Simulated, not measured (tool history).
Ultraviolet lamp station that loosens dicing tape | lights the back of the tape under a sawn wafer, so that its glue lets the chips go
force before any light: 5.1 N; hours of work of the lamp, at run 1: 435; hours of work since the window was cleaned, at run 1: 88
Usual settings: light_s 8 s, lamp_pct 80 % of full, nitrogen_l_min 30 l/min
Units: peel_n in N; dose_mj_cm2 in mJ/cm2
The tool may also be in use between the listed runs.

run    hour  light_s  lamp_pct  nitrogen_l_min  hours of work of the lamp  hours of work since the window was cleaned  peel_n  dose_mj_cm2
  1     0.0        8        80              30                        435                                          88   0.225          204
  2    29.7        8        80              30                        448                                         101   0.245          205
  3    53.0        8        80              30                        459                                         112   0.237          208
  4    93.4        8        61              30                        477                                         130   0.384          156
  5   131.7        8        61              30                        495                                         148   0.389          153
  6   150.2        8        80              30                        503                                         156   0.249          199
  7   187.3        8        80              44                        520                                         173   0.219          202
  8   225.4        8        64              30                        537                                         190   0.386          158
  9   267.0        4        64              30                        556                                         209   1.181           79
 10   286.4        8        64              30                        565                                         217   0.386          155
 11   311.1        8        64              30                        576                                         229   0.377          156
 12   329.3        8        64              30                        584                                         237   0.383          152
      343.4  -- window cleaned of glue's vapour
 13   360.4        8        64              30                        598                                           8   0.402          147
 14   400.6        8        64              30                        616                                          26   0.425          147
 15   440.3        8        68              30                        634                                          44   0.368          154
 16   470.3        8        68              13                        648                                          57   0.677          158
 17   496.2        8        80              30                        659                                          69   0.304          180
      529.8  -- window cleaned of glue's vapour, once more
 18   537.3        8        80              30                        678                                           3   0.243          202
 19   565.3        8        80              30                        690                                          16   0.249          204
 20   585.1        5        80              30                        699                                          25   0.557          121
 21   603.3        7        80              30                        707                                          33   0.310          174
 22   630.0        8        86              54                        720                                          45   0.199          214
 23   664.0        8        86              54                        735                                          61   0.200          212
 24   704.8        8        86              12                        753                                          79   0.418          207
 25   733.2        8        86              12                        766                                          92   0.435          207
 26   752.3        7        64              12                        775                                         101   0.901          131
 27   782.4        7        64              12                        788                                         114   0.891          134
 28   811.8        7        64              12                        802                                         128   0.914          133
 29   848.2       16        64              19                        818                                         144   0.180          300
 30   871.1        8        80              19                        829                                         154   0.365          188
 31   897.9        6        71              10                        841                                         167   1.137          124
 32   937.5        8        80              38                        859                                         184   0.251          184
 33   957.3        8        80              38                        868                                         193   0.259          179
 34   997.9        5        65              51                        886                                         212   0.678           94
 35  1029.3       14        93              51                        900                                         226   0.154          368
 36  1064.0       14        93              51                        916                                         242   0.163          364
     1068.0  -- window cleaned of glue's vapour
 37  1101.3        5        80              30                        932                                          15   0.614          122
 38  1137.5        5        80              30                        949                                          31   0.630          121
 39  1164.1        5        78              34                        961                                          43   0.589          114
 40  1202.3        5        78              19                        978                                          61   0.892          118
 41  1221.5        6        80              25                        987                                          69   0.516          138

Forecast each of these 4 alternatives for the next run:
  A  1260.1        7        80              30                       1004                                          87       ?            ?
  B  1260.1        6        80              36                       1004                                          87       ?            ?
  C  1260.1        5        76              24                       1004                                          87       ?            ?
  D  1260.1        6        97              10                       1004                                          87       ?            ?

run  peel_n  dose_mj_cm2
  A   0.347          159
  B   0.419          135
  C   0.817          112
  D   0.729          166
Without the tool's hidden state the same runs would have given:
run  peel_n  dose_mj_cm2
  A   0.228          207
  B   0.269          176
  C   0.525          144
  D   0.462          215

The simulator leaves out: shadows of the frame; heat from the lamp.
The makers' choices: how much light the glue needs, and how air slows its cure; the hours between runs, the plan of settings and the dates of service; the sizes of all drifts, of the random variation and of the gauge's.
